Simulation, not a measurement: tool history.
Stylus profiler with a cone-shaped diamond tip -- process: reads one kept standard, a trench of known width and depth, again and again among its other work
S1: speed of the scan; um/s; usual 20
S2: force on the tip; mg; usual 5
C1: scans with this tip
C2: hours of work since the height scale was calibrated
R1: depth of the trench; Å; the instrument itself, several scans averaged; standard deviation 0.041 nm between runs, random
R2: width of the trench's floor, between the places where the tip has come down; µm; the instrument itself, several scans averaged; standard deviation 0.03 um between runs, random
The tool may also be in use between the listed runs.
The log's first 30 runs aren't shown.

| run | hour | S1 | S2 | C1 | C2 | R1 | R2 |
|---|---|---|---|---|---|---|---|
| 31 | 2641.6 | 20 | 13.74 | 14398 | 1942 | 1040.4 | 17.93 |
| 32 | 2759.9 | 30 | 3.71 | 14910 | 2011 | 1017.6 | 17.81 |
|  | 2820.3 | height scale calibrated on a step standard |
| 33 | 2876.3 | 30 | 8.89 | 15411 | 33 | 1030.2 | 17.83 |
| 34 | 2940.2 | 20 | 11.14 | 15687 | 70 | 1034.1 | 17.97 |
| 35 | 2993.9 | 25 | 3.92 | 15920 | 101 | 1017.6 | 17.79 |
| 36 | 3073.5 | 66 | 4.43 | 16264 | 148 | 1018.3 | 17.65 |
| 37 | 3185.2 | 66 | 4.43 | 16747 | 213 | 1018.2 | 17.71 |
| 38 | 3273.6 | 35 | 5 | 17130 | 265 | 1019.8 | 17.86 |
| 39 | 3346.7 | 35 | 5 | 17446 | 307 | 1020.7 | 17.85 |
| 40 | 3432 | 35 | 5 | 17815 | 357 | 1019.8 | 17.83 |

Each row is a separate what-if for the run after 40, all from the same tool condition, not one after another. Results?
| A | 3536.1 | 26 | 4.81 | 18265 | 418 | ? | ? |
| B | 3536.1 | 13 | 11.06 | 18265 | 418 | ? | ? |
| C | 3536.1 | 7 | 5 | 18265 | 418 | ? | ? |
| D | 3536.1 | 35 | 6.79 | 18265 | 418 | ? | ? |
| E | 3536.1 | 9 | 2.87 | 18265 | 418 | ? | ? |

| run | R1 | R2 |
|---|---|---|
| A | 1019.4 | 17.83 |
| B | 1034.1 | 17.96 |
| C | 1019.5 | 18 |
| D | 1024.6 | 17.91 |
| E | 1013.8 | 17.93 |
With no hidden state in the tool, these same runs would have given:
| run | R1 | R2 |
|---|---|---|
| A | 1019.3 | 17.86 |
| B | 1034 | 18 |
| C | 1019.5 | 18.04 |
| D | 1024.6 | 17.94 |
| E | 1013.7 | 17.96 |
